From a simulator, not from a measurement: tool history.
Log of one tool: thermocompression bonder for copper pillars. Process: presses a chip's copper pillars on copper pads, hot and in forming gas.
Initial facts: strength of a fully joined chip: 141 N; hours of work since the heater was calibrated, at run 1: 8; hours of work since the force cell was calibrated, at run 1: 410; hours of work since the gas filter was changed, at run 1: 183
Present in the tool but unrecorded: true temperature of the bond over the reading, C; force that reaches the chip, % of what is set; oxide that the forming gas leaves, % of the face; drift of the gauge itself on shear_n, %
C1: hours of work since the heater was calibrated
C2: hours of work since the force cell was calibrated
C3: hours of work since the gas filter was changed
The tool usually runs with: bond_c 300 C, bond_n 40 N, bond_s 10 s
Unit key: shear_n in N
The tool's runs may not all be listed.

run 1 hour=0.0 | bond_c=300 bond_n=40 bond_s=10 | C1=8 C2=410 C3=183 | shear_n=78.3
run 2 hour=12.9 | bond_c=300 bond_n=29 bond_s=10 | C1=15 C2=416 C3=190 | shear_n=61.5
run 3 hour=21.9 | bond_c=300 bond_n=29 bond_s=10 | C1=20 C2=421 C3=194 | shear_n=61.9
run 4 hour=33.1 | bond_c=300 bond_n=29 bond_s=10 | C1=25 C2=426 C3=200 | shear_n=61.1
run 5 hour=41.0 | bond_c=300 bond_n=29 bond_s=10 | C1=29 C2=430 C3=204 | shear_n=61.3
run 6 hour=52.3 | bond_c=300 bond_n=29 bond_s=16 | C1=35 C2=436 C3=210 | shear_n=72.3
-- hour=54.9 force cell calibrated
run 7 hour=68.0 | bond_c=300 bond_n=36 bond_s=10 | C1=42 C2=7 C3=217 | shear_n=72.9
run 8 hour=83.1 | bond_c=314 bond_n=36 bond_s=10 | C1=50 C2=14 C3=225 | shear_n=79.4
run 9 hour=94.7 | bond_c=300 bond_n=40 bond_s=10 | C1=56 C2=20 C3=231 | shear_n=78.3
-- hour=106.6 force cell calibrated, once more
run 10 hour=108.2 | bond_c=300 bond_n=40 bond_s=10 | C1=62 C2=1 C3=237 | shear_n=76.4
-- hour=116.1 forming gas filter changed
run 11 hour=122.8 | bond_c=300 bond_n=40 bond_s=10 | C1=69 C2=8 C3=3 | shear_n=82.2
run 12 hour=136.5 | bond_c=291 bond_n=31 bond_s=7 | C1=76 C2=15 C3=10 | shear_n=54.4
run 13 hour=144.6 | bond_c=291 bond_n=31 bond_s=7 | C1=80 C2=19 C3=15 | shear_n=54.4
run 14 hour=159.5 | bond_c=291 bond_n=31 bond_s=25 | C1=88 C2=27 C3=22 | shear_n=84.5
run 15 hour=167.0 | bond_c=291 bond_n=31 bond_s=25 | C1=92 C2=31 C3=26 | shear_n=84.6
run 16 hour=178.5 | bond_c=300 bond_n=30 bond_s=16 | C1=98 C2=36 C3=32 | shear_n=76.5
run 17 hour=187.7 | bond_c=300 bond_n=29 bond_s=10 | C1=102 C2=41 C3=36 | shear_n=63.4
run 18 hour=195.8 | bond_c=300 bond_n=29 bond_s=10 | C1=106 C2=45 C3=41 | shear_n=63.3
run 19 hour=205.6 | bond_c=304 bond_n=50 bond_s=6 | C1=111 C2=50 C3=46 | shear_n=82.4
run 20 hour=216.7 | bond_c=286 bond_n=36 bond_s=18 | C1=117 C2=56 C3=51 | shear_n=81.1
run 21 hour=223.3 | bond_c=300 bond_n=43 bond_s=9 | C1=120 C2=59 C3=55 | shear_n=82.2

Below are 4 alternative next runs, each starting from the tool's condition after run 21. Predict each:
run A hour=230.8 | bond_c=300 bond_n=25 bond_s=12 | C1=124 C2=63 C3=58 | shear_n=?
run B hour=230.8 | bond_c=289 bond_n=40 bond_s=10 | C1=124 C2=63 C3=58 | shear_n=?
run C hour=230.8 | bond_c=282 bond_n=47 bond_s=12 | C1=124 C2=63 C3=58 | shear_n=?
run D hour=230.8 | bond_c=307 bond_n=45 bond_s=10 | C1=124 C2=63 C3=58 | shear_n=?

run=A shear_n=58.7
run=B shear_n=74.3
run=C shear_n=84.1
run=D shear_n=90.8
What these runs would have given with no unlogged condition in the tool:
run=A shear_n=59.4
run=B shear_n=75.4
run=C shear_n=85.3
run=D shear_n=92.2

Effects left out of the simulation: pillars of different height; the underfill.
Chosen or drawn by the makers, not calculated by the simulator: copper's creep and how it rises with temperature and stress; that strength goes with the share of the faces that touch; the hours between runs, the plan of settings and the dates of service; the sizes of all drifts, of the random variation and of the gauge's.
